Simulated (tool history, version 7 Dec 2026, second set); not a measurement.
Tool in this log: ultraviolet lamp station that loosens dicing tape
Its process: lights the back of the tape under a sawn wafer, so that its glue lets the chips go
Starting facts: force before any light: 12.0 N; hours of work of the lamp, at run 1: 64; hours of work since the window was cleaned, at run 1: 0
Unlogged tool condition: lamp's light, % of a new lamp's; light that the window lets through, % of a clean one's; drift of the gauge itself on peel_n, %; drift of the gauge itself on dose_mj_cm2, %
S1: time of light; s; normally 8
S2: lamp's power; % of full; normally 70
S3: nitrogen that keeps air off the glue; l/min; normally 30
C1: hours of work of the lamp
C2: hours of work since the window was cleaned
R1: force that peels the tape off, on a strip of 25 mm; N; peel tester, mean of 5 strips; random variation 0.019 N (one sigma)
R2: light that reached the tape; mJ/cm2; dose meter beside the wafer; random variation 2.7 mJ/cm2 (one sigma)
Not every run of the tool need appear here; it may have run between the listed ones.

run    hour  S1  S2  S3   C1   C2     R1   R2
  1       0   8  70  30   64    0  1.006  354
  2    70.9   8  70  30   96   32  1.058  352
  3   148.4   8  76  30  130   66  0.924  374
  4     223   8  76  30  163   99  0.968  361
  5   267.9   8  76  30  183  119  1.026  359
  6   335.4  14  70  30  213  149  0.352  563
  7   412.1  14  70  30  247  183   0.38  558
  8   494.7   8  70  34  284  220  1.277  305
  9   581.7   8  70  34  322  258  1.404  298
 10   620.8   8  70  34  340  276  1.312  294
 11   686.7   8  70  34  369  305  1.364  286
 12   752.1   8  70  34  398  334   1.49  278
 13   818.1   8  83  34  427  363  1.137  331
      824.4  -- window cleaned of glue's vapour
 14   878.7   7  70  30  454   24  2.284  230
 15   940.3   7  70  30  482   52  2.395  229
 16  1003.7   8  70  30  510   80  1.947  257
 17  1065.4   8  70  30  537  107   2.02  246
 18  1140.6  13  70  30  571  141  0.817  394
     1225.7  -- window cleaned of glue's vapour, once more
 19  1225.7  13  70  30  608    0  0.598  453
 20  1290.9  13  70  30  637   29  0.616  446
 21  1354.9   6  67  30  666   57  2.996  193
 22  1406.3   4  76  10  688   80  6.073  141
 23  1468.2   9  92  11  716  108  2.033  382
 24  1552.6  13  70  27  753  145  0.794  407
 25  1621.9  13  70  27  784  176  0.843  397
     1680.8  -- lamp changed
 26  1708.2  13  70  27   12  214  0.401  557
 27  1782.7  10  66  16   45  247  1.352  398
 28  1825.2  13  62  30   64  266  0.511  477
 29  1885.8  13  82  30   91  293  0.285  616
 30  1944.9  11  70  39  117  319  0.527  437
 31  1981.9  13  62  40  134  335  0.479  457
 32  2032.4   7  62   9  156  358   4.01  237
 33  2091.5  14  90  35  182  384  0.241  687

What if the next run were any one of these 4? Each begins from the tool's condition after run 33:
  A  2147.3  14  93  35  207  409   ?   ?
  B  2147.3   8  86  30  207  409   ?   ?
  C  2147.3   9  70  24  207  409   ?   ?
  D  2147.3   9  72   9  207  409   ?   ?

run     R1   R2
  A  0.231  695
  B  0.935  372
  C  1.349  339
  D  2.492  349
Had the tool no hidden state, the same runs would have come out as:
run     R1   R2
  A  0.197  854
  B  0.584  457
  C  0.871  416
  D  1.775  428
